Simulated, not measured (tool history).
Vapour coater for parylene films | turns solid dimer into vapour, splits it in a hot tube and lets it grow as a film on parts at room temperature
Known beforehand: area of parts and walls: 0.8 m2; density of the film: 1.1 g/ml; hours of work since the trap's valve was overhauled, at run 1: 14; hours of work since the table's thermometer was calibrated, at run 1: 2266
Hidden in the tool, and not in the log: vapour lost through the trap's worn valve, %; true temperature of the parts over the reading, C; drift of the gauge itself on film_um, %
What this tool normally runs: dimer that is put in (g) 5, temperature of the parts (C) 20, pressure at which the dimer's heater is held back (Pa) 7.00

| run | hour | dimer that is put in (g) | temperature of the parts (C) | pressure at which the dimer's heater is held back (Pa) | hours of work since the trap's valve was overhauled | hours of work since the table's thermometer was calibrated | thickness of the film (µm) |
|---|---|---|---|---|---|---|---|
| 1 | 0.0 | 5 | 20 | 7.00 | 14 | 2266 | 2.44 |
| 2 | 49.4 | 5 | 20 | 7.00 | 52 | 2305 | 2.40 |
| 3 | 93.0 | 5 | 20 | 7.00 | 87 | 2339 | 2.38 |
| 4 | 141.0 | 5 | 20 | 7.00 | 124 | 2376 | 2.32 |
| 5 | 192.8 | 5 | 20 | 7.00 | 165 | 2417 | 2.29 |
|  | 245.9 | table's thermometer calibrated |
| 6 | 273.1 | 7 | 20 | 7.00 | 227 | 21 | 3.06 |
| 7 | 352.9 | 4 | 20 | 7.00 | 290 | 84 | 1.73 |
|  | 412.7 | trap's valve overhauled |
| 8 | 439.8 | 4 | 20 | 7.00 | 21 | 149 | 1.90 |
| 9 | 494.9 | 5 | 22 | 7.00 | 64 | 192 | 2.15 |
| 10 | 557.4 | 5 | 22 | 7.00 | 113 | 241 | 2.14 |
| 11 | 630.0 | 5 | 20 | 7.00 | 170 | 298 | 2.24 |
| 12 | 666.3 | 5 | 20 | 7.00 | 199 | 326 | 2.23 |
| 13 | 728.3 | 5 | 17 | 3.68 | 247 | 375 | 2.89 |
| 14 | 807.2 | 5 | 17 | 3.68 | 309 | 437 | 2.81 |
|  | 841.9 | trap's valve overhauled |
| 15 | 890.1 | 8 | 17 | 3.68 | 38 | 499 | 5.00 |
| 16 | 958.3 | 8 | 17 | 3.68 | 91 | 552 | 4.88 |
| 17 | 1022.1 | 3 | 20 | 7.00 | 141 | 602 | 1.39 |
| 18 | 1062.6 | 4 | 19 | 5.71 | 173 | 634 | 1.95 |
| 19 | 1119.7 | 4 | 19 | 5.71 | 218 | 679 | 1.94 |
| 20 | 1178.3 | 2 | 31 | 3.18 | 264 | 725 | 0.68 |
| 21 | 1255.2 | 6 | 21 | 9.26 | 324 | 785 | 2.30 |
|  | 1275.4 | trap's valve overhauled |
| 22 | 1346.3 | 6 | 20 | 4.60 | 56 | 853 | 3.13 |
| 23 | 1403.7 | 5 | 16 | 2.51 | 101 | 898 | 3.47 |

4 options for the next run, each taken on its own from the tool as it stands now. Forecast them:
| A | 1459.9 | 4 | 18 | 2.34 | 145 | 942 | ? |
| B | 1459.9 | 7 | 14 | 7.00 | 145 | 942 | ? |
| C | 1459.9 | 3 | 24 | 7.00 | 145 | 942 | ? |
| D | 1459.9 | 4 | 16 | 2.51 | 145 | 942 | ? |

| run | thickness of the film (µm) |
|---|---|
| A | 2.57 |
| B | 4.07 |
| C | 1.18 |
| D | 2.74 |
Stripped of hidden state, with their random variation kept, the same runs would have yielded:
| run | thickness of the film (µm) |
|---|---|
| A | 2.71 |
| B | 4.29 |
| C | 1.24 |
| D | 2.89 |
